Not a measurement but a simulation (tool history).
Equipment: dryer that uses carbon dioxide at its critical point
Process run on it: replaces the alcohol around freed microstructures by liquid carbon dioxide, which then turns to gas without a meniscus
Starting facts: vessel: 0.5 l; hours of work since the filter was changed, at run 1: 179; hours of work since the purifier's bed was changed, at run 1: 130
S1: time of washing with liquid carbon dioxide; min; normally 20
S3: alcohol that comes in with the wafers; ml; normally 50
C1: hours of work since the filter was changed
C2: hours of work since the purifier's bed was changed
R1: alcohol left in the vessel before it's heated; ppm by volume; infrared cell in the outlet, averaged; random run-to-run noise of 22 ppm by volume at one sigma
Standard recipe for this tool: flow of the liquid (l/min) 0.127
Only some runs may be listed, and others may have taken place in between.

Run 1, day 0.000: usual settings; C1 179; C2 130. Result: R1 1808 ppm by volume.
Run 2, day 0.750: usual settings; C1 190; C2 141. Result: R1 1755 ppm by volume.
Run 3, day 1.367: usual settings but S3 35 ml; C1 199; C2 150. Result: R1 1288 ppm by volume.
Run 4, day 2.571: usual settings but flow of the liquid (l/min) 0.211; C1 218; C2 169. Result: R1 129 ppm by volume.
Run 5, day 3.717: usual settings but flow of the liquid (l/min) 0.211; C1 235; C2 186. Result: R1 132 ppm by volume.
Run 6, day 4.871: usual settings but flow of the liquid (l/min) 0.211; C1 253; C2 204. Result: R1 138 ppm by volume.
Run 7, day 5.725: usual settings; C1 266; C2 217. Result: R1 1982 ppm by volume.
Run 8, day 6.429: usual settings but flow of the liquid (l/min) 0.177; C1 277; C2 228. Result: R1 406 ppm by volume.
Run 9, day 6.975: usual settings but S1 24 min; C1 285; C2 236. Result: R1 966 ppm by volume.
Run 10, day 7.492: usual settings but S1 24 min, flow of the liquid (l/min) 0.206; C1 293; C2 244. Result: R1 56 ppm by volume.
Run 11, day 8.617: usual settings but S1 24 min, flow of the liquid (l/min) 0.211; C1 310; C2 261. Result: R1 58 ppm by volume.
Run 12, day 9.475: usual settings but S1 24 min, flow of the liquid (l/min) 0.211; C1 323; C2 274. Result: R1 63 ppm by volume.
Run 13, day 10.446: usual settings but S1 24 min, flow of the liquid (l/min) 0.211; C1 338; C2 289. Result: R1 63 ppm by volume.
Run 14, day 11.179: usual settings but S1 13 min, flow of the liquid (l/min) 0.211; C1 349; C2 300. Result: R1 1435 ppm by volume.
Run 15, day 11.738: usual settings but S1 13 min, flow of the liquid (l/min) 0.211; C1 358; C2 309. Result: R1 1458 ppm by volume.
Run 16, day 12.808: usual settings but S1 13 min, flow of the liquid (l/min) 0.211; C1 374; C2 325. Result: R1 1493 ppm by volume.
Run 17, day 13.529: usual settings; C1 385; C2 336. Result: R1 2255 ppm by volume.
Run 18, day 14.100: usual settings; C1 394; C2 345. Result: R1 2361 ppm by volume.
Run 19, day 15.262: usual settings but flow of the liquid (l/min) 0.135; C1 411; C2 362. Result: R1 1865 ppm by volume.
Run 20, day 16.362: usual settings but flow of the liquid (l/min) 0.135; C1 428; C2 379. Result: R1 1948 ppm by volume.
Run 21, day 16.850: usual settings but flow of the liquid (l/min) 0.135; C1 436; C2 387. Result: R1 1980 ppm by volume.
At day 17.088: inlet filter changed.
Run 22, day 17.938: usual settings but flow of the liquid (l/min) 0.138; C1 13; C2 403. Result: R1 1058 ppm by volume.
Run 23, day 18.846: usual settings but S1 30 min; C1 27; C2 416. Result: R1 213 ppm by volume.
Run 24, day 19.912: usual settings but flow of the liquid (l/min) 0.166, S3 62 ml; C1 43; C2 433. Result: R1 517 ppm by volume.
Run 25, day 20.688: usual settings but S1 24 min, flow of the liquid (l/min) 0.090, S3 87 ml; C1 55; C2 444. Result: R1 5588 ppm by volume.
Run 26, day 21.633: usual settings but S1 17 min, flow of the liquid (l/min) 0.201; C1 69; C2 459. Result: R1 357 ppm by volume.
Run 27, day 22.421: usual settings but S1 17 min, flow of the liquid (l/min) 0.201; C1 81; C2 471. Result: R1 373 ppm by volume.
Run 28, day 23.133: usual settings but S1 17 min, flow of the liquid (l/min) 0.201; C1 92; C2 482. Result: R1 359 ppm by volume.
Run 29, day 23.892: usual settings but S1 18 min, flow of the liquid (l/min) 0.090; C1 104; C2 493. Result: R1 7839 ppm by volume.
Run 30, day 25.058: usual settings but S1 18 min, flow of the liquid (l/min) 0.090; C1 122; C2 511. Result: R1 7699 ppm by volume.
Run 31, day 25.842: usual settings but S1 18 min, flow of the liquid (l/min) 0.090; C1 134; C2 523. Result: R1 7982 ppm by volume.
Run 32, day 26.942: usual settings but S1 18 min, flow of the liquid (l/min) 0.090; C1 150; C2 540. Result: R1 8077 ppm by volume.
Run 33, day 27.525: usual settings but S1 13 min, flow of the liquid (l/min) 0.141, S3 23 ml; C1 159; C2 549. Result: R1 2461 ppm by volume.
Run 34, day 28.429: usual settings but S1 25 min, flow of the liquid (l/min) 0.144, S3 33 ml; C1 173; C2 563. Result: R1 258 ppm by volume.
Run 35, day 29.171: usual settings but S1 25 min, flow of the liquid (l/min) 0.144, S3 33 ml; C1 184; C2 574. Result: R1 257 ppm by volume.
Run 36, day 30.258: usual settings but S1 25 min, flow of the liquid (l/min) 0.144, S3 33 ml; C1 201; C2 590. Result: R1 258 ppm by volume.
Run 37, day 31.346: usual settings but flow of the liquid (l/min) 0.148; C1 218; C2 607. Result: R1 931 ppm by volume.
Run 38, day 32.338: usual settings but S1 18 min, S3 83 ml; C1 233; C2 622. Result: R1 4696 ppm by volume.
Run 39, day 33.446: usual settings but flow of the liquid (l/min) 0.191, S3 33 ml; C1 250; C2 639. Result: R1 199 ppm by volume.
Run 40, day 33.967: usual settings but S1 13 min, flow of the liquid (l/min) 0.191, S3 116 ml; C1 258; C2 647. Result: R1 4452 ppm by volume.
Run 41, day 34.471: usual settings but flow of the liquid (l/min) 0.192; C1 265; C2 655. Result: R1 267 ppm by volume.
Run 42, day 35.558: usual settings but S1 32 min, flow of the liquid (l/min) 0.169, S3 52 ml; C1 282; C2 671. Result: R1 63 ppm by volume.
Run 43, day 36.629: usual settings but S1 30 min, flow of the liquid (l/min) 0.177, S3 35 ml; C1 298; C2 688. Result: R1 65 ppm by volume.
Run 44, day 37.433: usual settings but S1 30 min, flow of the liquid (l/min) 0.177, S3 35 ml; C1 310; C2 700. Result: R1 66 ppm by volume.
Run 45, day 38.317: usual settings but flow of the liquid (l/min) 0.167, S3 53 ml; C1 324; C2 713. Result: R1 647 ppm by volume.
Run 46, day 39.475: usual settings but S1 23 min, flow of the liquid (l/min) 0.153, S3 35 ml; C1 342; C2 731. Result: R1 375 ppm by volume.

Measured less the same run without the tool's hidden state. The same run-to-run variation is in both; the gauge's scatter may not be:
The hidden state here: flow that reaches the vessel past the clogged filter, %; alcohol in the recycled carbon dioxide, ppm; drift of the gauge itself on alcohol_ppm, %.
run     R1
  1   +377
  2   +388
  3   +297
  4    +52
  5    +56
  6    +63
  7   +566
  8   +162
  9   +340
 10    +35
 11    +35
 12    +36
 13    +39
 14   +547
 15   +562
 16   +598
 17   +846
 18   +905
 19   +773
 20   +829
 21   +854
 22    +69
 23    +40
 24    +72
 25   +416
 26    +70
 27    +80
 28    +81
 29   +687
 30   +762
 31   +849
 32   +950
 33   +366
 34    +93
 35    +94
 36   +101
 37   +278
 38  +1095
 39    +97
 40  +1232
 41   +127
 42    +52
 43    +50
 44    +55
 45   +287
 46   +189
